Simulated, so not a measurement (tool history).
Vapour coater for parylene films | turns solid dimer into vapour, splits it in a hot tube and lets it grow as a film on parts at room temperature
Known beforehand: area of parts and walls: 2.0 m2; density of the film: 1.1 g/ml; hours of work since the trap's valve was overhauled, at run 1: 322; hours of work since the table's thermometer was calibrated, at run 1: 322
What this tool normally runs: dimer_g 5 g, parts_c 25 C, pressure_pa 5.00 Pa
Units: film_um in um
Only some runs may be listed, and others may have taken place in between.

run	hour	dimer_g	parts_c	pressure_pa	hours of work since the trap's valve was overhauled	hours of work since the table's thermometer was calibrated	film_um
1	0.0	5	25	5.00	322	322	0.95
2	53.2	3	25	5.00	362	362	0.56
3	101.4	5	25	5.00	398	398	0.95
4	130.5	5	25	5.00	419	419	0.94
5	174.6	5	29	5.00	452	452	0.84
6	233.4	5	29	5.00	496	496	0.78
7	263.3	5	29	5.00	518	518	0.84
8	314.7	5	29	5.00	556	556	0.82
9	351.3	5	29	5.00	584	584	0.82
10	401.5	5	29	5.00	621	621	0.78
# hour 417.2: trap's valve overhauled
11	447.4	5	29	5.00	22	652	0.91
12	498.7	5	29	5.00	61	690	0.91
13	550.8	5	25	5.00	99	729	1.01
14	586.6	5	20	5.00	126	756	1.19
15	624.7	5	20	5.00	154	784	1.19
16	655.2	5	20	5.00	177	807	1.21
17	711.3	5	20	5.00	219	849	1.16
18	758.2	5	25	5.00	254	883	1.00
19	807.0	5	25	5.00	290	920	1.00
# hour 837.6: table's thermometer calibrated
20	855.8	5	25	5.00	326	14	1.01
21	894.7	5	25	5.00	355	43	1.00
22	939.2	5	27	5.00	388	76	0.93
23	973.7	5	27	5.00	414	101	0.94
# hour 1006.7: table's thermometer calibrated, once more
24	1028.8	5	27	5.00	454	16	0.86
25	1061.0	8	30	2.27	478	40	1.43
26	1114.1	8	30	2.27	517	80	1.45
27	1142.8	7	21	2.72	539	101	1.64
28	1197.9	7	21	2.72	580	142	1.57
29	1254.2	7	21	2.72	622	184	1.61
# hour 1270.9: trap's valve overhauled
30	1305.4	5	36	5.00	26	219	0.75
31	1355.4	3	28	5.25	63	257	0.54
32	1392.1	3	19	2.60	90	284	0.81
33	1440.4	9	34	6.16	126	320	1.36
34	1493.8	9	34	6.16	166	360	1.35
35	1535.3	9	34	6.16	197	391	1.34
36	1592.9	5	26	9.46	240	433	0.89
37	1638.8	9	25	8.83	274	468	1.62
38	1692.9	5	25	5.00	314	508	0.98
39	1721.6	5	25	5.00	335	529	0.99
40	1777.0	5	25	5.00	377	570	1.00
41	1801.2	5	25	5.14	395	588	0.97
42	1846.9	6	25	2.80	429	622	1.29
43	1893.7	6	25	2.80	464	657	1.23

Alternative continuations, all from the tool just after run 43; predict every row:
A	1933.3	3	25	2.47	493	687	?
B	1933.3	4	29	2.82	493	687	?
C	1933.3	6	17	2.80	493	687	?
D	1933.3	4	24	5.00	493	687	?
E	1933.3	6	25	7.00	493	687	?

run	film_um
A	0.61
B	0.71
C	1.60
D	0.77
E	1.06
Without the tool's hidden state the same runs would have given:
run	film_um
A	0.67
B	0.78
C	1.75
D	0.85
E	1.17
